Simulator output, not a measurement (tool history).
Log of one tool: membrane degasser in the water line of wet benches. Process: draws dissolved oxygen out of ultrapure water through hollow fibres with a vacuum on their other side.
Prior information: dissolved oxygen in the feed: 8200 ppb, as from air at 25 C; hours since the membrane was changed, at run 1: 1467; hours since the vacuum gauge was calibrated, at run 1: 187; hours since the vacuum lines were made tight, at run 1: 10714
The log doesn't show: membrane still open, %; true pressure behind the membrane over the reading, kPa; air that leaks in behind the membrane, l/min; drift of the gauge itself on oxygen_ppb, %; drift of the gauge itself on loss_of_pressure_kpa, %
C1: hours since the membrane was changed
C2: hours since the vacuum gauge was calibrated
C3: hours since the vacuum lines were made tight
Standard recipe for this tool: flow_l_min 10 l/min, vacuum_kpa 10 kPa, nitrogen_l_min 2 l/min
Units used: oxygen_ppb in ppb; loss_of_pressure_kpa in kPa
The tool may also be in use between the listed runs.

run 1 hour=0 | flow_l_min=10 vacuum_kpa=10 nitrogen_l_min=2 | C1=1467 C2=187 C3=10714 | oxygen_ppb=104.9 loss_of_pressure_kpa=54.85
run 2 hour=50.2 | flow_l_min=10 vacuum_kpa=10 nitrogen_l_min=2 | C1=1517 C2=238 C3=10764 | oxygen_ppb=106.8 loss_of_pressure_kpa=55.53
run 3 hour=129.7 | flow_l_min=10 vacuum_kpa=10 nitrogen_l_min=2 | C1=1597 C2=317 C3=10843 | oxygen_ppb=104.8 loss_of_pressure_kpa=55.31
run 4 hour=206.6 | flow_l_min=10 vacuum_kpa=10 nitrogen_l_min=2 | C1=1674 C2=394 C3=10920 | oxygen_ppb=106.7 loss_of_pressure_kpa=55.41
run 5 hour=298 | flow_l_min=10 vacuum_kpa=10 nitrogen_l_min=2 | C1=1765 C2=485 C3=11012 | oxygen_ppb=103.8 loss_of_pressure_kpa=55.54
run 6 hour=343.6 | flow_l_min=10 vacuum_kpa=8.4 nitrogen_l_min=2 | C1=1811 C2=531 C3=11057 | oxygen_ppb=84.4 loss_of_pressure_kpa=55.46
run 7 hour=394.5 | flow_l_min=10 vacuum_kpa=8.4 nitrogen_l_min=2 | C1=1861 C2=582 C3=11108 | oxygen_ppb=84.7 loss_of_pressure_kpa=55.55
run 8 hour=439.8 | flow_l_min=15 vacuum_kpa=10 nitrogen_l_min=2 | C1=1907 C2=627 C3=11154 | oxygen_ppb=177.2 loss_of_pressure_kpa=83.77
run 9 hour=501.2 | flow_l_min=15 vacuum_kpa=10 nitrogen_l_min=2 | C1=1968 C2=688 C3=11215 | oxygen_ppb=180 loss_of_pressure_kpa=83.4
run 10 hour=580.2 | flow_l_min=15 vacuum_kpa=10 nitrogen_l_min=2 | C1=2047 C2=768 C3=11294 | oxygen_ppb=180.2 loss_of_pressure_kpa=83.14
run 11 hour=655.5 | flow_l_min=10 vacuum_kpa=10 nitrogen_l_min=2 | C1=2122 C2=843 C3=11369 | oxygen_ppb=105.9 loss_of_pressure_kpa=55.49
run 12 hour=718.5 | flow_l_min=10 vacuum_kpa=10 nitrogen_l_min=2 | C1=2185 C2=906 C3=11432 | oxygen_ppb=105.4 loss_of_pressure_kpa=55.7
-- hour=723.5 vacuum gauge calibrated
run 13 hour=793.8 | flow_l_min=10 vacuum_kpa=10 nitrogen_l_min=2 | C1=2260 C2=70 C3=11507 | oxygen_ppb=106.2 loss_of_pressure_kpa=55.81
run 14 hour=845.1 | flow_l_min=10 vacuum_kpa=10 nitrogen_l_min=2 | C1=2311 C2=122 C3=11558 | oxygen_ppb=109.1 loss_of_pressure_kpa=55.88
run 15 hour=896.8 | flow_l_min=10 vacuum_kpa=10 nitrogen_l_min=2 | C1=2363 C2=173 C3=11610 | oxygen_ppb=105.6 loss_of_pressure_kpa=55.93
run 16 hour=979.7 | flow_l_min=10 vacuum_kpa=10 nitrogen_l_min=2 | C1=2446 C2=256 C3=11693 | oxygen_ppb=106.8 loss_of_pressure_kpa=55.72
run 17 hour=1041.8 | flow_l_min=6 vacuum_kpa=12.5 nitrogen_l_min=3.79 | C1=2508 C2=318 C3=11755 | oxygen_ppb=46.7 loss_of_pressure_kpa=33.57
run 18 hour=1087.4 | flow_l_min=13 vacuum_kpa=12.5 nitrogen_l_min=3.66 | C1=2554 C2=364 C3=11801 | oxygen_ppb=121 loss_of_pressure_kpa=71.89
run 19 hour=1160.2 | flow_l_min=8 vacuum_kpa=21 nitrogen_l_min=1.17 | C1=2627 C2=437 C3=11873 | oxygen_ppb=323.4 loss_of_pressure_kpa=44.46
-- hour=1188.3 seals of the vacuum lines changed
-- hour=1236.3 vacuum gauge calibrated, once more
run 20 hour=1248.6 | flow_l_min=14 vacuum_kpa=21 nitrogen_l_min=1.17 | C1=2712 C2=12 C3=60 | oxygen_ppb=514.1 loss_of_pressure_kpa=78.42

For run 21, what comes out?
run 21 hour=1287 | flow_l_min=8 vacuum_kpa=11.3 nitrogen_l_min=1.53 | C1=2751 C2=51 C3=98 | oxygen_ppb=? loss_of_pressure_kpa=?

oxygen_ppb: 110.6 ppb
loss_of_pressure_kpa: 45.06 kPa
Were there no unlogged condition in the tool, this run, its random variation unchanged, would have produced oxygen_ppb 109.3 ppb, loss_of_pressure_kpa 44.43 kPa.
